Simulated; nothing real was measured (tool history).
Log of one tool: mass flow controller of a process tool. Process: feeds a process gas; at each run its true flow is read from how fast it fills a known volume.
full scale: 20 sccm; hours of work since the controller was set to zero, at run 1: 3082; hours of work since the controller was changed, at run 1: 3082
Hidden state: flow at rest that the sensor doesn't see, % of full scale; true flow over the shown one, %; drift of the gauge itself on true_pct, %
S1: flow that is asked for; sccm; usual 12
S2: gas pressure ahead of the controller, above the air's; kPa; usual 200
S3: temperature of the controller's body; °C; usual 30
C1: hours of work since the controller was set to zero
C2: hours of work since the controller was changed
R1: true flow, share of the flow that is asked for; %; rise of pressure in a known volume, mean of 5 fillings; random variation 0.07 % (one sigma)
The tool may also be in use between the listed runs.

{"run": 1, "hour": 0.0, "S1": 12, "S2": 200, "S3": 30, "C1": 3082, "C2": 3082, "R1": 99.39}
{"run": 2, "hour": 144.8, "S1": 12, "S2": 200, "S3": 30, "C1": 3138, "C2": 3138, "R1": 99.28}
{"run": 3, "hour": 326.3, "S1": 12, "S2": 200, "S3": 30, "C1": 3209, "C2": 3209, "R1": 99.22}
{"run": 4, "hour": 593.0, "S1": 12, "S2": 200, "S3": 30, "C1": 3313, "C2": 3313, "R1": 99.37}
{"run": 5, "hour": 761.0, "S1": 12, "S2": 200, "S3": 30, "C1": 3378, "C2": 3378, "R1": 99.3}
{"run": 6, "hour": 966.2, "S1": 7, "S2": 200, "S3": 30, "C1": 3458, "C2": 3458, "R1": 98.83}
{"run": 7, "hour": 1148.2, "S1": 7, "S2": 201, "S3": 30, "C1": 3529, "C2": 3529, "R1": 98.74}
{"run": 8, "hour": 1437.6, "S1": 7, "S2": 201, "S3": 30, "C1": 3642, "C2": 3642, "R1": 98.8}
{"run": 9, "hour": 1597.9, "S1": 7, "S2": 201, "S3": 30, "C1": 3704, "C2": 3704, "R1": 98.67}
{"run": 10, "hour": 1824.1, "S1": 7, "S2": 201, "S3": 30, "C1": 3792, "C2": 3792, "R1": 98.72}
{"run": 11, "hour": 2003.7, "S1": 7, "S2": 201, "S3": 30, "C1": 3862, "C2": 3862, "R1": 98.81}
{"run": 12, "hour": 2144.5, "S1": 7, "S2": 201, "S3": 30, "C1": 3917, "C2": 3917, "R1": 98.74}
{"run": 13, "hour": 2469.8, "S1": 7, "S2": 251, "S3": 30, "C1": 4043, "C2": 4043, "R1": 98.49}
{"run": 14, "hour": 2620.4, "S1": 2, "S2": 200, "S3": 30, "C1": 4102, "C2": 4102, "R1": 98.27}
{"run": 15, "hour": 2785.3, "S1": 2, "S2": 200, "S3": 30, "C1": 4166, "C2": 4166, "R1": 98.32}
{"run": 16, "hour": 2960.1, "S1": 2, "S2": 200, "S3": 30, "C1": 4234, "C2": 4234, "R1": 98.2}
{"run": 17, "hour": 3258.8, "S1": 12, "S2": 200, "S3": 25, "C1": 4351, "C2": 4351, "R1": 99.23}
{"run": 18, "hour": 3458.6, "S1": 3, "S2": 224, "S3": 23, "C1": 4428, "C2": 4428, "R1": 98.13}
{"run": 19, "hour": 3720.8, "S1": 3, "S2": 200, "S3": 30, "C1": 4530, "C2": 4530, "R1": 98.27}
{"run": 20, "hour": 3867.0, "S1": 3, "S2": 162, "S3": 31, "C1": 4587, "C2": 4587, "R1": 98.6}
{"run": 21, "hour": 4097.3, "S1": 8, "S2": 208, "S3": 37, "C1": 4677, "C2": 4677, "R1": 99.03}
{"run": 22, "hour": 4276.4, "S1": 4, "S2": 155, "S3": 30, "C1": 4747, "C2": 4747, "R1": 98.75}
{"run": 23, "hour": 4414.2, "S1": 10, "S2": 234, "S3": 35, "C1": 4800, "C2": 4800, "R1": 99.08}
{"run": 24, "hour": 4683.1, "S1": 12, "S2": 200, "S3": 30, "C1": 4905, "C2": 4905, "R1": 99.32}
{"run": 25, "hour": 4849.2, "S1": 3, "S2": 201, "S3": 27, "C1": 4970, "C2": 4970, "R1": 98.33}

Forecast each of these 4 alternatives for the next run:
{"run": "A", "hour": 5063.7, "S1": 12, "S2": 171, "S3": 25, "C1": 5053, "C2": 5053, "R1": "?"}
{"run": "B", "hour": 5063.7, "S1": 12, "S2": 200, "S3": 22, "C1": 5053, "C2": 5053, "R1": "?"}
{"run": "C", "hour": 5063.7, "S1": 3, "S2": 252, "S3": 27, "C1": 5053, "C2": 5053, "R1": "?"}
{"run": "D", "hour": 5063.7, "S1": 12, "S2": 245, "S3": 30, "C1": 5053, "C2": 5053, "R1": "?"}

run=A R1=99.37
run=B R1=99.13
run=C R1=98.02
run=D R1=98.94
Without the tool's hidden state the same runs would have given:
run=A R1=99.38
run=B R1=99.14
run=C R1=98.03
run=D R1=98.94

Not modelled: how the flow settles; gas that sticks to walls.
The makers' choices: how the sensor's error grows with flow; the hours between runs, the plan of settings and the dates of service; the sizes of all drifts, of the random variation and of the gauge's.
